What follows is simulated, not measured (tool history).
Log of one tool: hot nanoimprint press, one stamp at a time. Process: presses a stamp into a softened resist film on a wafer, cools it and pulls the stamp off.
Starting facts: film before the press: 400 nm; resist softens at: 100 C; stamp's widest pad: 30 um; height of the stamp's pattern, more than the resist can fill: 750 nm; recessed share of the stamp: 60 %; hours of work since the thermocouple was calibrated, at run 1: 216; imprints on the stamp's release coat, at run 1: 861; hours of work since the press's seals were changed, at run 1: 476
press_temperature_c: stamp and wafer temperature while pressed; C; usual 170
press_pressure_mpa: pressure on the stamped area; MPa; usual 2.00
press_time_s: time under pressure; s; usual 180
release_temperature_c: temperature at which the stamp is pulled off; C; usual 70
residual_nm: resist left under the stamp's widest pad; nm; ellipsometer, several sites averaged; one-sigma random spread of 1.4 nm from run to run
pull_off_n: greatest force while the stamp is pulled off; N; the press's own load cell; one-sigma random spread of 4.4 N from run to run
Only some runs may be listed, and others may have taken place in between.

run,day,press_temperature_c,press_pressure_mpa,press_time_s,release_temperature_c,hours of work since the thermocouple was calibrated,imprints on the stamp's release coat,hours of work since the press's seals were changed,residual_nm,pull_off_n
1,0.000,170,2.00,180,70,216,861,476,224.0,291
2,1.204,170,2.00,180,70,232,909,492,226.6,297
3,2.725,170,2.00,180,70,251,970,511,224.4,305
4,4.300,170,2.45,180,70,271,1033,531,206.5,314
5,5.854,170,3.05,180,70,291,1096,551,186.8,326
6,7.358,170,3.05,180,70,310,1156,570,187.4,319
7,8.875,170,3.05,180,70,330,1217,590,188.0,329
8,9.879,170,2.38,180,70,343,1257,602,209.3,336
9,11.150,170,2.38,180,70,359,1308,619,207.9,355
10,12.654,170,1.43,180,70,378,1368,638,254.6,343
11,13.738,170,1.43,180,70,392,1412,652,258.7,346
# day 14.054: stamp cleaned and given a new release coat
12,14.688,170,2.00,300,70,401,25,661,188.8,210
13,15.892,170,2.00,300,70,416,73,676,188.0,221
14,16.721,161,2.00,300,70,427,107,687,261.4,218
15,18.267,161,2.00,300,70,447,169,707,262.4,232
# day 19.596: plate thermocouple calibrated
16,19.971,177,2.00,326,61,5,232,727,148.9,261
17,21.500,164,2.27,308,71,24,293,746,237.8,241
18,22.479,175,1.35,123,61,37,333,759,257.0,262
19,23.388,177,2.38,180,70,49,369,770,168.5,252
20,24.404,177,2.38,180,70,61,410,783,169.1,253
21,25.554,159,1.42,180,70,76,456,798,345.9,256

Run 22 comes next. What will it give?
22,26.192,170,1.72,311,70,84,482,806,?,?

{"run 22": {"residual_nm": 208.4, "pull_off_n": 261}}
Minus the tool's unlogged condition, the same run would have read residual_nm 203.3 nm, pull_off_n 217 N.
